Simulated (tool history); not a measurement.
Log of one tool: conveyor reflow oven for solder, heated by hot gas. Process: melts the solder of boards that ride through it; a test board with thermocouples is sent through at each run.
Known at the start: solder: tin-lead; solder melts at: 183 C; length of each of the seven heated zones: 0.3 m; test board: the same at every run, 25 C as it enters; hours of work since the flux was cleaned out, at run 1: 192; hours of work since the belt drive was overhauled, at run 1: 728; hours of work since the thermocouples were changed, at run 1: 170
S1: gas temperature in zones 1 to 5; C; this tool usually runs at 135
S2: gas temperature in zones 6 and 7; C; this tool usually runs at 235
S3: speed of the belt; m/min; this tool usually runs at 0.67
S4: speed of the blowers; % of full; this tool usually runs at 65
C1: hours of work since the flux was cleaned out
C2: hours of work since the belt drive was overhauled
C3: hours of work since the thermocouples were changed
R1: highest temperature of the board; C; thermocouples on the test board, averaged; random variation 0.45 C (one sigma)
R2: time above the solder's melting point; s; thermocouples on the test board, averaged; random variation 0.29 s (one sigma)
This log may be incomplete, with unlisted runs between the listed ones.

run 1 hour=0 | S1=135 S2=235 S3=0.67 S4=65 | C1=192 C2=728 C3=170 | R1=216.3 R2=38.8
run 2 hour=13.3 | S1=135 S2=234 S3=0.67 S4=65 | C1=199 C2=735 C3=177 | R1=215 R2=38
run 3 hour=28.1 | S1=135 S2=234 S3=0.67 S4=65 | C1=207 C2=743 C3=185 | R1=215.1 R2=38.3
run 4 hour=39.6 | S1=135 S2=234 S3=0.67 S4=65 | C1=213 C2=749 C3=191 | R1=214.7 R2=38.5
run 5 hour=48.1 | S1=135 S2=231 S3=0.67 S4=65 | C1=218 C2=754 C3=195 | R1=212.5 R2=36.8
run 6 hour=61.9 | S1=135 S2=231 S3=0.67 S4=65 | C1=225 C2=761 C3=203 | R1=212.6 R2=36.7
run 7 hour=75 | S1=135 S2=231 S3=0.67 S4=65 | C1=232 C2=768 C3=210 | R1=212.3 R2=37.3
run 8 hour=91.5 | S1=135 S2=231 S3=0.67 S4=65 | C1=241 C2=777 C3=218 | R1=212.1 R2=37.1
run 9 hour=99.5 | S1=135 S2=231 S3=0.67 S4=65 | C1=245 C2=781 C3=223 | R1=211.7 R2=36.7
run 10 hour=107.1 | S1=135 S2=248 S3=0.67 S4=65 | C1=249 C2=785 C3=227 | R1=227.3 R2=44.2
run 11 hour=118.3 | S1=135 S2=248 S3=0.67 S4=65 | C1=255 C2=791 C3=233 | R1=227 R2=44.7
run 12 hour=128.7 | S1=135 S2=248 S3=0.67 S4=65 | C1=260 C2=797 C3=238 | R1=226 R2=44.5
run 13 hour=137.7 | S1=122 S2=231 S3=0.739 S4=82 | C1=265 C2=801 C3=243 | R1=210.9 R2=29.8
run 14 hour=147.7 | S1=122 S2=231 S3=0.612 S4=71 | C1=271 C2=807 C3=248 | R1=215.9 R2=39.6
run 15 hour=157 | S1=135 S2=235 S3=0.71 S4=65 | C1=276 C2=812 C3=253 | R1=213.7 R2=35.1
-- hour=162.1 belt drive overhauled, speed set with a stopwatch
run 16 hour=168.1 | S1=132 S2=227 S3=0.778 S4=65 | C1=279 C2=3 C3=257 | R1=203.1 R2=24
run 17 hour=181.4 | S1=135 S2=236 S3=0.584 S4=65 | C1=286 C2=10 C3=264 | R1=221.7 R2=49.8
run 18 hour=193.9 | S1=140 S2=235 S3=0.67 S4=65 | C1=293 C2=17 C3=271 | R1=216.8 R2=41.3
run 19 hour=207 | S1=135 S2=230 S3=0.624 S4=65 | C1=300 C2=24 C3=278 | R1=215.1 R2=41.7
run 20 hour=215.1 | S1=144 S2=240 S3=0.591 S4=66 | C1=304 C2=28 C3=282 | R1=226.8 R2=53.5
-- hour=230.2 belt drive overhauled, speed set with a stopwatch, once more
run 21 hour=235.5 | S1=144 S2=240 S3=0.591 S4=66 | C1=313 C2=3 C3=291 | R1=226.9 R2=51.8
run 22 hour=249.1 | S1=150 S2=249 S3=0.712 S4=65 | C1=320 C2=10 C3=298 | R1=228 R2=45.2
run 23 hour=263 | S1=150 S2=230 S3=0.712 S4=69 | C1=328 C2=17 C3=305 | R1=213.4 R2=37.8
run 24 hour=279.6 | S1=144 S2=230 S3=0.712 S4=69 | C1=337 C2=26 C3=314 | R1=212.1 R2=35.8

Consider 3 possible next runs. They are alternatives, not a sequence: every one starts from the tool as it was left by run 24. What does each give?
run A hour=291.1 | S1=144 S2=230 S3=0.545 S4=80 | C1=343 C2=32 C3=320 | R1=? R2=?
run B hour=291.1 | S1=144 S2=230 S3=0.7 S4=69 | C1=343 C2=32 C3=320 | R1=? R2=?
run C hour=291.1 | S1=135 S2=224 S3=0.67 S4=65 | C1=343 C2=32 C3=320 | R1=? R2=?

run=A R1=221.2 R2=55.2
run=B R1=212.8 R2=37.5
run=C R1=206.4 R2=31.7
Had the tool no hidden state, the same runs would have come out as:
run=A R1=221.4 R2=55.5
run=B R1=213.4 R2=38.1
run=C R1=207 R2=32.5
